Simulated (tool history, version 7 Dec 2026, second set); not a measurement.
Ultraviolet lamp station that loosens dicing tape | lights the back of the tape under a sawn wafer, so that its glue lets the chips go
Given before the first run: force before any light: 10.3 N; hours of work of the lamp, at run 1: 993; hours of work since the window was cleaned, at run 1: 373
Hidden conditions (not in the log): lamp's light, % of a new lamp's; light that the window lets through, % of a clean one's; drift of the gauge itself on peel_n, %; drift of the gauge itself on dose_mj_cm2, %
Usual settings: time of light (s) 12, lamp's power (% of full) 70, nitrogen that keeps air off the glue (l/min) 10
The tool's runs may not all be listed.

run,day,time of light (s),lamp's power (% of full),nitrogen that keeps air off the glue (l/min),hours of work of the lamp,hours of work since the window was cleaned,force that peels the tape off (N),light that reached the tape (mJ/cm²)
1,0,12,70,10,993,373,1.639,312
2,1.417,12,70,7,1014,395,2.137,307
3,3.129,12,70,7,1040,421,2.153,295
4,5.083,12,70,10,1069,450,1.854,291
5,6.95,12,70,10,1097,478,1.979,288
# day 7.379: window cleaned of glue's vapour
6,8.229,12,83,10,1116,13,0.992,411
7,9.729,12,83,10,1139,35,0.998,403
8,11.271,18,70,10,1162,59,0.649,502
9,12.617,18,70,10,1182,79,0.704,493
10,14.046,18,70,10,1204,100,0.732,485
11,15.333,18,70,10,1223,120,0.707,482
12,16.925,18,70,10,1247,144,0.777,470
13,18.158,18,100,10,1266,162,0.403,659
14,19.571,18,100,10,1287,184,0.376,649
15,21,18,100,10,1309,205,0.415,648
16,23,14,91,10,1339,235,0.846,444
# day 24.333: lamp changed
17,24.512,14,94,5,3,257,0.56,696
18,25.979,12,68,8,25,280,1.104,424
19,28.021,12,63,7,56,310,1.43,387
20,29.658,20,70,7,80,335,0.433,703
21,31.129,10,85,17,102,357,0.707,422
22,33.162,9,84,20,133,388,0.865,364
23,34.529,12,74,10,154,408,0.93,426
24,36.171,13,70,7,178,433,1.185,425

Below are 5 alternative next runs, each starting from the tool's condition after run 24. Predict each:
A,37.471,12,70,4,198,453,?,?
B,37.471,12,70,8,198,453,?,?
C,37.471,21,69,5,198,453,?,?
D,37.471,6,61,5,198,453,?,?
E,37.471,10,70,4,198,453,?,?

run,force that peels the tape off (N),light that reached the tape (mJ/cm²)
A,2.012,386
B,1.275,387
C,0.591,670
D,4.688,167
E,2.572,317
Take away the tool's hidden state, keep each run's random variation, and the runs would have read:
run,force that peels the tape off (N),light that reached the tape (mJ/cm²)
A,1.342,490
B,0.795,491
C,0.366,850
D,3.802,212
E,1.813,404

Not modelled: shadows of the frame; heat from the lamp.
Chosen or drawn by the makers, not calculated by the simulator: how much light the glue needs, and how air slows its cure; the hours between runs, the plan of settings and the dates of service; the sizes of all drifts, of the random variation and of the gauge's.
